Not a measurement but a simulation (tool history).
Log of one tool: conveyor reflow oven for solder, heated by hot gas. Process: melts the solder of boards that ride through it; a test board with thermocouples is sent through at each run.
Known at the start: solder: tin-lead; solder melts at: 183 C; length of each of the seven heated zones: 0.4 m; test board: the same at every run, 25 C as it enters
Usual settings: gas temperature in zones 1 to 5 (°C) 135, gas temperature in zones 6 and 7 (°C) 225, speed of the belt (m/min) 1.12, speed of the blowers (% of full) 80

| run | day | gas temperature in zones 1 to 5 (°C) | gas temperature in zones 6 and 7 (°C) | speed of the belt (m/min) | speed of the blowers (% of full) | highest temperature of the board (°C) | time above the solder's melting point (s) |
|---|---|---|---|---|---|---|---|
| 1 | 0.000 | 135 | 225 | 1.12 | 80 | 204.2 | 23.8 |
|  | 1.250 | flux residue cleaned out of gas plates and filters |
| 2 | 2.671 | 135 | 225 | 0.93 | 80 | 209.0 | 33.4 |
| 3 | 4.442 | 135 | 225 | 1.12 | 70 | 200.6 | 20.4 |
|  | 7.521 | belt drive overhauled, speed set with a stopwatch |
|  | 7.933 | flux residue cleaned out of gas plates and filters, once more |
| 4 | 7.933 | 135 | 225 | 1.12 | 70 | 202.7 | 22.8 |
| 5 | 9.500 | 135 | 225 | 1.12 | 80 | 204.9 | 24.7 |
| 6 | 12.467 | 135 | 225 | 1.12 | 80 | 204.6 | 24.7 |
| 7 | 15.546 | 135 | 225 | 1.12 | 80 | 203.2 | 22.7 |
|  | 18.846 | flux residue cleaned out of gas plates and filters |
| 8 | 18.846 | 135 | 225 | 1.12 | 80 | 205.2 | 24.5 |
| 9 | 21.383 | 135 | 225 | 1.00 | 80 | 208.2 | 30.3 |
| 10 | 23.592 | 135 | 225 | 1.12 | 80 | 204.1 | 24.3 |
| 11 | 26.000 | 135 | 225 | 1.12 | 80 | 203.7 | 23.2 |
| 12 | 28.650 | 135 | 225 | 1.12 | 80 | 204.0 | 23.1 |
|  | 29.858 | flux residue cleaned out of gas plates and filters |
| 13 | 30.900 | 135 | 225 | 1.12 | 80 | 204.3 | 23.8 |
| 14 | 32.379 | 149 | 225 | 1.12 | 80 | 208.0 | 29.5 |
| 15 | 34.729 | 135 | 225 | 1.12 | 80 | 203.4 | 23.0 |
| 16 | 38.229 | 133 | 226 | 1.12 | 61 | 198.3 | 18.2 |
|  | 40.808 | flux residue cleaned out of gas plates and filters |
| 17 | 41.058 | 133 | 226 | 1.12 | 61 | 199.4 | 19.8 |
| 18 | 42.692 | 147 | 228 | 1.12 | 80 | 209.3 | 29.9 |
| 19 | 45.383 | 124 | 228 | 1.12 | 79 | 203.0 | 21.1 |
| 20 | 48.058 | 124 | 228 | 1.09 | 67 | 200.2 | 19.5 |
| 21 | 49.921 | 124 | 228 | 1.09 | 67 | 201.1 | 19.2 |
|  | 51.850 | flux residue cleaned out of gas plates and filters |
| 22 | 52.200 | 135 | 225 | 0.96 | 80 | 208.4 | 32.6 |
| 23 | 55.504 | 135 | 225 | 0.96 | 80 | 207.8 | 31.9 |
| 24 | 57.571 | 135 | 225 | 0.96 | 80 | 207.5 | 31.9 |
| 25 | 59.171 | 127 | 215 | 1.12 | 80 | 192.3 | 12.2 |
| 26 | 61.771 | 127 | 215 | 1.12 | 80 | 191.7 | 12.7 |
|  | 62.838 | flux residue cleaned out of gas plates and filters |
|  | 63.300 | belt drive overhauled, speed set with a stopwatch |
| 27 | 64.383 | 127 | 215 | 1.12 | 80 | 193.1 | 13.7 |
| 28 | 66.600 | 127 | 215 | 1.12 | 80 | 192.2 | 14.0 |
| 29 | 70.129 | 127 | 215 | 1.12 | 80 | 191.9 | 13.1 |

Hidden state or all else? Some run-to-run changes of highest temperature of the board (°C), split into what the settings, what came in and random variation would give without the hidden state, and what is left for the hidden state (with any gauge scatter that isn't in both results):
The hidden state here: heat that the gas passes to the board, % of a clean oven's; belt's true speed, % of the reading; true gas temperature in zones 6 and 7 over the reading, C; drift of the gauge itself on peak_c, C; drift of the gauge itself on liquid_s, %.
Run 3 -> 4: belt drive overhauled, speed set with a stopwatch, flux residue cleaned out of gas plates and filters, once more. highest temperature of the board (°C) +2.1: hidden state +2.4, all else -0.3.
Run 16 -> 17: flux residue cleaned out of gas plates and filters. highest temperature of the board (°C) +1.1: hidden state +1.5, all else -0.4.
Run 17 -> 18: gas temperature in zones 1 to 5 (°C) 133 -> 147, gas temperature in zones 6 and 7 (°C) 226 -> 228, speed of the blowers (% of full) 61 -> 80. highest temperature of the board (°C) +9.9: hidden state -0.4, all else +10.3.
Run 24 -> 25: gas temperature in zones 1 to 5 (°C) 135 -> 127, gas temperature in zones 6 and 7 (°C) 225 -> 215, speed of the belt (m/min) 0.96 -> 1.12. highest temperature of the board (°C) -15.2: hidden state -0.4, all else -14.8.

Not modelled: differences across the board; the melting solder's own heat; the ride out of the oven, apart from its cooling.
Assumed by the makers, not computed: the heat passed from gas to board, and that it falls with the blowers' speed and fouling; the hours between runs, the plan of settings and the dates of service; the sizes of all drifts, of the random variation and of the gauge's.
